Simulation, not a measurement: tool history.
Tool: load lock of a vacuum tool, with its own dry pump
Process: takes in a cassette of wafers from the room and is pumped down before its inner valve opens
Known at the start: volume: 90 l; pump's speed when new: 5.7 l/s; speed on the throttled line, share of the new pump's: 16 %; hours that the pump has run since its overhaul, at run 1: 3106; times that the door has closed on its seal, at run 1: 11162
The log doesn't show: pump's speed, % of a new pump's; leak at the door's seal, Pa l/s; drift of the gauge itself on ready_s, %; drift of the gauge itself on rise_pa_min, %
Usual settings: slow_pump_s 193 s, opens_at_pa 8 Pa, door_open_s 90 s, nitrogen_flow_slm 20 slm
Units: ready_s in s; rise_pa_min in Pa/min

run	hour	slow_pump_s	opens_at_pa	door_open_s	nitrogen_flow_slm	hours that the pump has run since its overhaul	times that the door has closed on its seal	incoming humidity of the room's air, %	ready_s	rise_pa_min
1	0.0	193	8	90	20	3106	11162	46.2	315.7	0.121
2	154.0	193	8	90	20	3260	11628	45.5	318.3	0.131
3	287.4	193	8	90	20	3393	12032	44.5	313.8	0.140
4	355.1	359	8	90	20	3461	12237	47.2	452.8	0.139
5	436.6	193	8	90	20	3542	12484	41.8	315.4	0.141
6	541.7	193	8	90	20	3647	12802	46.6	316.7	0.142
7	629.1	193	8	90	20	3735	13067	47.9	314.9	0.154
8	693.9	193	8	90	20	3799	13263	44.9	313.4	0.152
9	773.5	193	8	90	20	3879	13504	47.3	315.2	0.152
10	863.6	193	8	90	20	3969	13777	47.4	316.9	0.164
11	929.3	193	8	90	20	4035	13976	42.7	316.4	0.154
12	1038.6	193	8	90	20	4144	14307	45.7	315.4	0.166
13	1143.5	193	8	90	8	4249	14625	47.9	314.1	0.180
14	1273.4	193	8	90	8	4379	15018	48.2	318.0	0.198
15	1335.8	193	8	90	8	4441	15207	43.2	311.3	0.188
16	1420.0	193	8	90	8	4526	15462	43.0	314.3	0.189
17	1518.2	193	8	90	20	4624	15760	49.9	318.3	0.192
18	1591.1	193	8	90	4	4697	15980	46.2	312.8	0.202
19	1733.2	193	8	90	4	4839	16410	48.9	312.9	0.215
20	1832.4	193	8	90	4	4938	16711	41.1	316.1	0.203
21	1943.1	193	7	79	20	5049	17046	46.9	321.0	0.203
22	2028.1	193	12	90	37	5134	17304	44.3	309.1	0.198
23	2150.4	193	12	90	37	5256	17674	46.1	307.8	0.199
24	2292.0	193	12	90	37	5398	18103	46.6	309.9	0.215
25	2414.6	120	6	99	17	5520	18474	39.8	259.9	0.221
26	2492.3	120	6	99	17	5598	18709	44.5	260.8	0.230
27	2617.2	156	6	99	17	5723	19088	40.2	291.2	0.240
28	2747.0	156	6	176	25	5853	19481	46.4	291.5	0.264
29	2885.7	156	9	176	25	5991	19901	41.8	286.7	0.253
30	2997.2	156	9	107	44	6103	20238	45.2	284.2	0.241
31	3150.6	156	10	155	44	6256	20703	45.4	283.0	0.259
32	3293.3	115	8	90	20	6399	21135	45.0	252.4	0.267
33	3377.2	193	14	38	20	6483	21389	44.7	305.6	0.257
34	3476.7	127	14	144	20	6582	21691	41.8	252.2	0.289
35	3579.0	176	11	90	20	6685	22000	46.3	300.0	0.282
36	3657.7	176	11	90	20	6763	22239	45.5	297.7	0.283

Forecast each of these 4 alternatives for the next run:
A	3783.6	106	11	90	42	6889	22620	47.6	?	?
B	3783.6	176	11	90	17	6889	22620	45.6	?	?
C	3783.6	140	11	171	20	6889	22620	43.4	?	?
D	3783.6	193	8	201	20	6889	22620	41.9	?	?

run	ready_s	rise_pa_min
A	240.9	0.279
B	297.8	0.297
C	267.5	0.315
D	318.9	0.326
Without the tool's hidden state the same runs would have given:
run	ready_s	rise_pa_min
A	233.4	0.032
B	291.3	0.045
C	260.7	0.061
D	311.9	0.074

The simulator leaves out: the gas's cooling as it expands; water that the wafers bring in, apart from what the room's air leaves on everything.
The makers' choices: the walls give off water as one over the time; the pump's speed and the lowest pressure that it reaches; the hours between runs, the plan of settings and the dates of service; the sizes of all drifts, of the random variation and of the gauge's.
